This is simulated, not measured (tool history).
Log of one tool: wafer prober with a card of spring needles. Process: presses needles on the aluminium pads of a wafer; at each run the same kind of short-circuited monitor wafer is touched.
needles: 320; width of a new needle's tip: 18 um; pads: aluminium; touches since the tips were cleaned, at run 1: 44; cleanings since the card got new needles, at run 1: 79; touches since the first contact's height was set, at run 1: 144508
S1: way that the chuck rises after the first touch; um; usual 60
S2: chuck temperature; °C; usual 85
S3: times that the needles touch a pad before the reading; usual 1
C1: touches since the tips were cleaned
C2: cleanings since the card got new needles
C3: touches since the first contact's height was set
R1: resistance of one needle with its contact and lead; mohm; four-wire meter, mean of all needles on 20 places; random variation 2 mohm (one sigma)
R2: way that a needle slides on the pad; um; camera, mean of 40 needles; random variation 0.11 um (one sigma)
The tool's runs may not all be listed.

Run 1, hour 0.0: usual settings; C1 44; C2 79; C3 144508. Result: R1 217 mohm, R2 11.64 um.
At hour 11.7: tips cleaned on abrasive film.
At hour 23.7: tips cleaned on abrasive film.
Run 2, hour 23.7: usual settings but S1 49 um; C1 0; C2 81; C3 152671. Result: R1 224 mohm, R2 9.45 um.
At hour 36.1: tips cleaned on abrasive film.
At hour 48.0: tips cleaned on abrasive film.
Run 3, hour 48.0: usual settings but S2 82 °C; C1 0; C2 83; C3 161032. Result: R1 217 mohm, R2 11.50 um.
At hour 61.0: tips cleaned on abrasive film.
At hour 73.7: tips cleaned on abrasive film.
Run 4, hour 80.6: usual settings but S2 82 °C; C1 2393; C2 85; C3 172249. Result: R1 216 mohm, R2 11.66 um.
At hour 85.3: tips cleaned on abrasive film.
At hour 97.3: tips cleaned on abrasive film.
At hour 109.8: tips cleaned on abrasive film.
Run 5, hour 113.3: usual settings; C1 1222; C2 88; C3 183512. Result: R1 219 mohm, R2 11.47 um.
At hour 123.8: tips cleaned on abrasive film.
At hour 137.3: tips cleaned on abrasive film.
Run 6, hour 140.9: usual settings; C1 1258; C2 90; C3 193014. Result: R1 222 mohm, R2 11.47 um.
At hour 151.2: tips cleaned on abrasive film.
Run 7, hour 159.0: usual settings but S1 48 um; C1 2697; C2 91; C3 199236. Result: R1 224 mohm, R2 9.39 um.
At hour 163.3: tips cleaned on abrasive film.
At hour 175.1: tips cleaned on abrasive film.
Run 8, hour 180.8: usual settings; C1 1985; C2 93; C3 206751. Result: R1 222 mohm, R2 11.36 um.
At hour 187.0: tips cleaned on abrasive film.
At hour 199.7: tips cleaned on abrasive film.
Run 9, hour 203.4: usual settings; C1 1285; C2 95; C3 214504. Result: R1 217 mohm, R2 11.54 um.
At hour 212.1: tips cleaned on abrasive film.
Run 10, hour 220.8: usual settings; C1 2996; C2 96; C3 220498. Result: R1 220 mohm, R2 11.64 um.
At hour 223.8: tips cleaned on abrasive film.
At hour 235.9: tips cleaned on abrasive film.
Run 11, hour 238.2: usual settings; C1 791; C2 98; C3 226460. Result: R1 222 mohm, R2 11.54 um.
At hour 248.2: tips cleaned on abrasive film.
At hour 252.4: height of the first contact set anew.
Run 12, hour 257.4: usual settings; C1 3092; C2 99; C3 1733. Result: R1 220 mohm, R2 11.58 um.
At hour 262.0: tips cleaned on abrasive film.
Run 13, hour 273.3: usual settings; C1 3944; C2 100; C3 7227. Result: R1 221 mohm, R2 11.61 um.
At hour 275.9: tips cleaned on abrasive film.
At hour 288.0: tips cleaned on abrasive film.
Run 14, hour 288.6: usual settings but S3 2; C1 217; C2 102; C3 12444. Result: R1 220 mohm, R2 11.72 um.
At hour 300.4: tips cleaned on abrasive film.
Run 15, hour 305.4: usual settings but S2 113 °C, S3 2; C1 1713; C2 103; C3 18232. Result: R1 226 mohm, R2 11.59 um.
At hour 313.1: tips cleaned on abrasive film.
At hour 326.5: tips cleaned on abrasive film.
At hour 338.4: tips cleaned on abrasive film.
Run 16, hour 338.4: usual settings but S1 65 um, S2 95 °C, S3 3; C1 0; C2 106; C3 29592. Result: R1 223 mohm, R2 12.46 um.
At hour 351.2: tips cleaned on abrasive film.
Run 17, hour 356.7: usual settings but S1 44 um, S2 43 °C, S3 3; C1 1894; C2 107; C3 35902. Result: R1 215 mohm, R2 8.57 um.
At hour 363.9: tips cleaned on abrasive film.
At hour 376.7: tips cleaned on abrasive film.
Run 18, hour 380.7: usual settings but S2 49 °C, S3 3; C1 1391; C2 109; C3 44162. Result: R1 206 mohm, R2 11.55 um.
At hour 388.6: tips cleaned on abrasive film.
At hour 401.6: tips cleaned on abrasive film.
At hour 413.3: tips cleaned on abrasive film.
Run 19, hour 413.3: usual settings but S2 94 °C; C1 0; C2 112; C3 55367. Result: R1 221 mohm, R2 11.60 um.
At hour 426.3: tips cleaned on abrasive film.
Run 20, hour 428.8: usual settings but S1 56 um, S2 27 °C; C1 869; C2 113; C3 60702. Result: R1 207 mohm, R2 11.00 um.
At hour 438.2: tips cleaned on abrasive film.
At hour 450.7: tips cleaned on abrasive film.
Run 21, hour 460.9: usual settings but S1 56 um, S2 27 °C; C1 3550; C2 115; C3 71777. Result: R1 207 mohm, R2 10.73 um.
At hour 462.6: tips cleaned on abrasive film.
At hour 475.3: tips cleaned on abrasive film.
Run 22, hour 486.7: usual settings but S1 45 um, S2 84 °C; C1 3947; C2 117; C3 80630. Result: R1 224 mohm, R2 8.75 um.
At hour 489.4: tips cleaned on abrasive film.
At hour 501.9: tips cleaned on abrasive film.
Run 23, hour 508.9: usual settings but S1 42 um, S2 32 °C; C1 2444; C2 119; C3 88282. Result: R1 212 mohm, R2 8.12 um.
At hour 515.0: tips cleaned on abrasive film.
At hour 527.4: tips cleaned on abrasive film.
Run 24, hour 531.7: usual settings but S1 73 um, S2 76 °C; C1 1497; C2 121; C3 96131. Result: R1 210 mohm, R2 14.02 um.
At hour 540.9: tips cleaned on abrasive film.
At hour 553.5: tips cleaned on abrasive film.
Run 25, hour 562.7: usual settings but S1 72 um, S2 46 °C, S3 2; C1 3190; C2 123; C3 106807. Result: R1 205 mohm, R2 14.01 um.
At hour 566.7: tips cleaned on abrasive film.
At hour 580.0: tips cleaned on abrasive film.
At hour 592.7: tips cleaned on abrasive film.
Run 26, hour 593.3: usual settings but S1 72 um, S2 46 °C, S3 2; C1 207; C2 126; C3 117308. Result: R1 206 mohm, R2 13.98 um.
At hour 604.4: tips cleaned on abrasive film.
At hour 617.7: tips cleaned on abrasive film.
Run 27, hour 618.0: usual settings but S1 62 um, S2 105 °C, S3 2; C1 101; C2 128; C3 125801. Result: R1 227 mohm, R2 11.87 um.
At hour 631.8: tips cleaned on abrasive film.
Run 28, hour 634.3: usual settings but S1 69 um, S2 72 °C, S3 2; C1 851; C2 129; C3 131425. Result: R1 213 mohm, R2 13.42 um.

5 ways to go on from here, each from the tool as it stands after run 28. What would each give?
At hour 644.8: tips cleaned on abrasive film.
At hour 657.2: tips cleaned on abrasive film.
Run A, hour 664.3: usual settings but S1 52 um, S2 42 °C; C1 2460; C2 131; C3 141772. Result: R1 ?, R2 ?.
At hour 644.8: tips cleaned on abrasive film.
At hour 657.2: tips cleaned on abrasive film.
Run B, hour 664.3: usual settings but S1 69 um, S2 119 °C, S3 2; C1 2460; C2 131; C3 141772. Result: R1 ?, R2 ?.
At hour 644.8: tips cleaned on abrasive film.
At hour 657.2: tips cleaned on abrasive film.
Run C, hour 664.3: usual settings but S1 73 um, S3 2; C1 2460; C2 131; C3 141772. Result: R1 ?, R2 ?.
At hour 644.8: tips cleaned on abrasive film.
At hour 657.2: tips cleaned on abrasive film.
Run D, hour 664.3: usual settings but S1 42 um; C1 2460; C2 131; C3 141772. Result: R1 ?, R2 ?.
At hour 644.8: tips cleaned on abrasive film.
At hour 657.2: tips cleaned on abrasive film.
Run E, hour 664.3: usual settings but S1 56 um; C1 2460; C2 131; C3 141772. Result: R1 ?, R2 ?.

run   R1     R2
  A  209  10.05
  B  225  13.38
  C  215  14.09
  D  226   8.06
  E  219  10.71
Without the tool's hidden state the same runs would have given:
run   R1     R2
  A  208  10.05
  B  225  13.38
  C  215  14.09
  D  226   8.06
  E  218  10.71
